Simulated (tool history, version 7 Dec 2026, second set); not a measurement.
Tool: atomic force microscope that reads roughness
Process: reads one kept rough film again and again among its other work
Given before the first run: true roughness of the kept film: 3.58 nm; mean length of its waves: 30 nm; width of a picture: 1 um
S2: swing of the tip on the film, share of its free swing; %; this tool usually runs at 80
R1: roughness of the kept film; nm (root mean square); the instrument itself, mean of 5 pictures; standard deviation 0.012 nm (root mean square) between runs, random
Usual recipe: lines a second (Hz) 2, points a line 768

Run 1, hour 0: usual settings. Result: R1 2.848 nm (root mean square).
Run 2, hour 9.7: usual settings. Result: R1 2.85 nm (root mean square).
Run 3, hour 18: usual settings but points a line 553. Result: R1 2.828 nm (root mean square).
Run 4, hour 28.3: usual settings but S2 78 %. Result: R1 2.904 nm (root mean square).
Run 5, hour 37.2: usual settings but S2 78 %. Result: R1 2.895 nm (root mean square).
Run 6, hour 50.3: usual settings but S2 78 %. Result: R1 2.901 nm (root mean square).
Run 7, hour 57.2: usual settings but lines a second (Hz) 2.4. Result: R1 2.783 nm (root mean square).
Run 8, hour 64.7: usual settings but lines a second (Hz) 2.4. Result: R1 2.786 nm (root mean square).
Run 9, hour 73.5: usual settings but S2 65 %. Result: R1 3.088 nm (root mean square).
Run 10, hour 87.3: usual settings but lines a second (Hz) 1, S2 65 %. Result: R1 3.192 nm (root mean square).
Run 11, hour 98.3: usual settings but lines a second (Hz) 1, S2 65 %, points a line 411. Result: R1 3.198 nm (root mean square).
Run 12, hour 105: usual settings but lines a second (Hz) 1, S2 65 %, points a line 411. Result: R1 3.184 nm (root mean square).
Run 13, hour 113.5: usual settings but lines a second (Hz) 1, S2 65 %, points a line 411. Result: R1 3.189 nm (root mean square).
Run 14, hour 122: usual settings but lines a second (Hz) 1, S2 65 %, points a line 411. Result: R1 3.181 nm (root mean square).
Run 15, hour 136.5: usual settings but lines a second (Hz) 1, S2 65 %, points a line 411. Result: R1 3.183 nm (root mean square).
Run 16, hour 147.5: usual settings but lines a second (Hz) 1, S2 65 %, points a line 411. Result: R1 3.173 nm (root mean square).
Run 17, hour 162.5: usual settings. Result: R1 2.861 nm (root mean square).
Run 18, hour 176.4: usual settings but S2 78 %. Result: R1 2.934 nm (root mean square).
Run 19, hour 183.3: usual settings. Result: R1 2.858 nm (root mean square).
Run 20, hour 196.7: usual settings. Result: R1 2.879 nm (root mean square).
Run 21, hour 210.7: usual settings. Result: R1 2.87 nm (root mean square).
Run 22, hour 218.8: usual settings but points a line 332. Result: R1 2.832 nm (root mean square).
Run 23, hour 229.2: usual settings but S2 74 %. Result: R1 2.981 nm (root mean square).
Run 24, hour 243: usual settings but lines a second (Hz) 1.59, S2 78 %, points a line 1006. Result: R1 2.984 nm (root mean square).
Run 25, hour 252.3: usual settings but lines a second (Hz) 0.95, S2 70 %, points a line 395. Result: R1 3.166 nm (root mean square).
Run 26, hour 267.3: usual settings but lines a second (Hz) 1.72, points a line 428. Result: R1 2.892 nm (root mean square).
Run 27, hour 275.7: usual settings but lines a second (Hz) 1.72, points a line 428. Result: R1 2.897 nm (root mean square).
Run 28, hour 286.5: usual settings but lines a second (Hz) 1.72, points a line 428. Result: R1 2.917 nm (root mean square).
Run 29, hour 298.7: usual settings but lines a second (Hz) 2.64, S2 57 %, points a line 336. Result: R1 3.104 nm (root mean square).
Run 30, hour 307.3: usual settings but lines a second (Hz) 2.64, S2 57 %, points a line 336. Result: R1 3.152 nm (root mean square).
Run 31, hour 316.8: usual settings but S2 88 %, points a line 725. Result: R1 2.709 nm (root mean square).
Run 32, hour 330.3: usual settings but lines a second (Hz) 2.33, S2 79 %, points a line 747. Result: R1 2.824 nm (root mean square).
Run 33, hour 340.6: usual settings but lines a second (Hz) 1.24, S2 84 %, points a line 337. Result: R1 2.967 nm (root mean square).
Run 34, hour 347.9: usual settings but lines a second (Hz) 0.62, S2 79 %, points a line 464. Result: R1 3.143 nm (root mean square).
Run 35, hour 354.1: usual settings but lines a second (Hz) 0.62, S2 79 %, points a line 464. Result: R1 3.174 nm (root mean square).
Run 36, hour 364.9: usual settings but lines a second (Hz) 0.62, S2 79 %, points a line 464. Result: R1 3.137 nm (root mean square).
Run 37, hour 380.2: usual settings but lines a second (Hz) 0.62, S2 79 %, points a line 464. Result: R1 3.141 nm (root mean square).
Run 38, hour 390.1: usual settings but lines a second (Hz) 1.34, S2 70 %, points a line 452. Result: R1 3.09 nm (root mean square).
Run 39, hour 396.5: usual settings but lines a second (Hz) 1.44, S2 66 %, points a line 452. Result: R1 3.115 nm (root mean square).
Run 40, hour 404.8: usual settings but lines a second (Hz) 1.44, S2 81 %, points a line 452. Result: R1 2.926 nm (root mean square).
Run 41, hour 413.2: usual settings but lines a second (Hz) 1.44, S2 81 %, points a line 452. Result: R1 2.949 nm (root mean square).
Run 42, hour 423.3: usual settings but lines a second (Hz) 1.44, S2 81 %, points a line 452. Result: R1 2.944 nm (root mean square).
Run 43, hour 433.2: usual settings but lines a second (Hz) 1.44, S2 81 %, points a line 452. Result: R1 2.954 nm (root mean square).
Run 44, hour 441.3: usual settings but lines a second (Hz) 1.44, S2 81 %, points a line 452. Result: R1 2.937 nm (root mean square).

Taken out of this log: 3 entries between the listed runs. Where each belongs, and how the hidden state differs across it:
Runs 3 to 4: new tip fitted (hour 22.7)
  radius of the tip, nm: 5.2 -> 5
Runs 17 to 18: new tip fitted (hour 170.2)
  radius of the tip, nm: 5.2 -> 5
Runs 30 to 31: new tip fitted (hour 316.8)
  radius of the tip, nm: 5.2 -> 5
